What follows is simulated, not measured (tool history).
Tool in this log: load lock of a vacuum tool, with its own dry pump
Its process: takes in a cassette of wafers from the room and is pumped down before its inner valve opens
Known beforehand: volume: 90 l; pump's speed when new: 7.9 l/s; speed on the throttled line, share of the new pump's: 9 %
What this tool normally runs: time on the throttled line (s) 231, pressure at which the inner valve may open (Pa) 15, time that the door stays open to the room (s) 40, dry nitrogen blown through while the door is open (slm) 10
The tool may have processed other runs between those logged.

run    hour  time on the throttled line (s)  pressure at which the inner valve may open (Pa)  time that the door stays open to the room (s)  dry nitrogen blown through while the door is open (slm)  incoming humidity of the room's air, %  time from the closed door until the inner valve may open (s)  rise of the pressure with all valves shut (Pa/min)
  1       0                             231                                               15                                             40                                                       10                                    42.1                                                         311.4                                               0.082
  2     226                             231                                               15                                             40                                                       10                                    42.9                                                         310.9                                               0.084
  3   391.9                             231                                               15                                             40                                                       10                                    50.4                                                         310.4                                               0.089
  4   520.4                             231                                               15                                             40                                                       10                                    46.3                                                           315                                               0.093
  5   623.5                             231                                               15                                             40                                                       10                                    49.3                                                         315.7                                               0.095
  6   820.1                             231                                               15                                             40                                                       10                                    45.4                                                         311.9                                               0.096
  7   959.8                             231                                               15                                            135                                                       10                                    44.3                                                         316.1                                               0.116
  8  1072.3                             231                                               15                                            135                                                       10                                    47.2                                                         314.5                                               0.112
  9    1281                             231                                               15                                            135                                                       10                                    45.3                                                         314.1                                               0.112
 10  1395.5                             231                                               15                                             40                                                        4                                    43.7                                                           314                                               0.106
 11  1618.1                             231                                               15                                             40                                                        4                                    45.4                                                           313                                               0.107
 12  1717.3                             174                                               15                                             40                                                       10                                    42.6                                                         264.4                                               0.105
 13  1825.4                             231                                               15                                             40                                                       14                                    45.8                                                         314.8                                                0.11
 14  1934.8                             231                                               15                                             40                                                       10                                    44.4                                                         313.3                                               0.117
 15  2091.1                             231                                               15                                             40                                                       10                                    42.8                                                         311.8                                               0.116
 16  2208.5                             231                                               15                                             40                                                       10                                    45.9                                                         314.7                                               0.116
 17  2361.6                             231                                               15                                             40                                                       10                                    44.7                                                           317                                               0.125
 18  2526.3                             231                                               15                                             40                                                       10                                    46.9                                                         318.1                                               0.119
 19  2636.8                             231                                               15                                             40                                                       10                                    43.5                                                         311.8                                               0.123
 20  2754.6                             231                                               15                                             40                                                       10                                    45.3                                                           318                                               0.124
 21  2892.4                             223                                               15                                             40                                                       31                                    47.7                                                         307.8                                               0.131
 22  3066.4                             231                                               15                                            164                                                       10                                    45.4                                                         314.4                                               0.155
 23    3292                             162                                               15                                            164                                                       10                                    47.1                                                         253.3                                               0.167
 24  3384.6                             162                                               15                                            164                                                       10                                    43.4                                                         253.3                                                0.16
 25  3510.6                             426                                               15                                             31                                                       10                                    46.7                                                         494.5                                               0.142
 26  3716.5                             231                                               18                                             40                                                       10                                    44.9                                                         315.3                                               0.146
 27  3895.9                             152                                               15                                             40                                                       19                                    47.8                                                           244                                               0.152
 28  4103.8                             152                                               15                                             40                                                       19                                    48.5                                                         245.6                                               0.155
 29  4246.5                             302                                               27                                             40                                                       10                                    46.2                                                         379.1                                               0.163
 30  4386.8                             453                                               18                                             40                                                       40                                    45.2                                                         517.9                                               0.155
 31    4527                             133                                               15                                             40                                                       10                                    47.8                                                         226.4                                                0.17
 32  4732.8                             258                                               27                                             40                                                       28                                    47.2                                                         335.1                                               0.164
 33  4949.1                             258                                               27                                             40                                                       28                                    44.8                                                         336.1                                               0.169
 34  5046.8                             231                                               15                                             40                                                       18                                    44.1                                                         314.4                                               0.169
 35  5150.8                             425                                               26                                            149                                                       40                                    44.6                                                         489.3                                               0.185
 36  5281.9                             425                                               26                                            149                                                       40                                    43.6                                                         486.4                                                0.19

Table of differences, measured result less the result of that run with no hidden state. Run-to-run variation is the same in both. Gauge scatter possibly is not:
What the log doesn't record here: pump's speed, % of a new pump's; leak at the door's seal, Pa l/s; drift of the gauge itself on ready_s, %; drift of the gauge itself on rise_pa_min, %.
run  time from the closed door until the inner valve may open (s)  rise of the pressure with all valves shut (Pa/min)
  1                                                          +1.2                                               +0.07
  2                                                          +1.4                                              +0.073
  3                                                          +1.6                                              +0.077
  4                                                          +1.7                                              +0.079
  5                                                          +1.8                                              +0.081
  6                                                            +2                                              +0.083
  7                                                          +2.2                                              +0.087
  8                                                          +2.3                                              +0.086
  9                                                          +2.5                                               +0.09
 10                                                          +2.6                                              +0.093
 11                                                          +2.9                                              +0.098
 12                                                          +3.3                                              +0.097
 13                                                          +3.2                                                +0.1
 14                                                          +3.3                                              +0.102
 15                                                          +3.4                                              +0.106
 16                                                          +3.6                                              +0.107
 17                                                          +3.8                                              +0.112
 18                                                            +4                                              +0.111
 19                                                            +4                                              +0.116
 20                                                          +4.2                                              +0.115
 21                                                          +4.5                                              +0.121
 22                                                          +4.6                                              +0.124
 23                                                          +5.5                                              +0.129
 24                                                          +5.6                                              +0.131
 25                                                            +4                                              +0.131
 26                                                          +5.2                                              +0.135
 27                                                          +6.2                                               +0.14
 28                                                          +6.5                                              +0.147
 29                                                            +5                                              +0.151
 30                                                          +4.4                                              +0.151
 31                                                          +6.9                                              +0.154
 32                                                          +5.8                                              +0.156
 33                                                          +6.1                                              +0.162
 34                                                          +6.9                                              +0.164
 35                                                            +5                                              +0.171
 36                                                          +5.1                                              +0.172
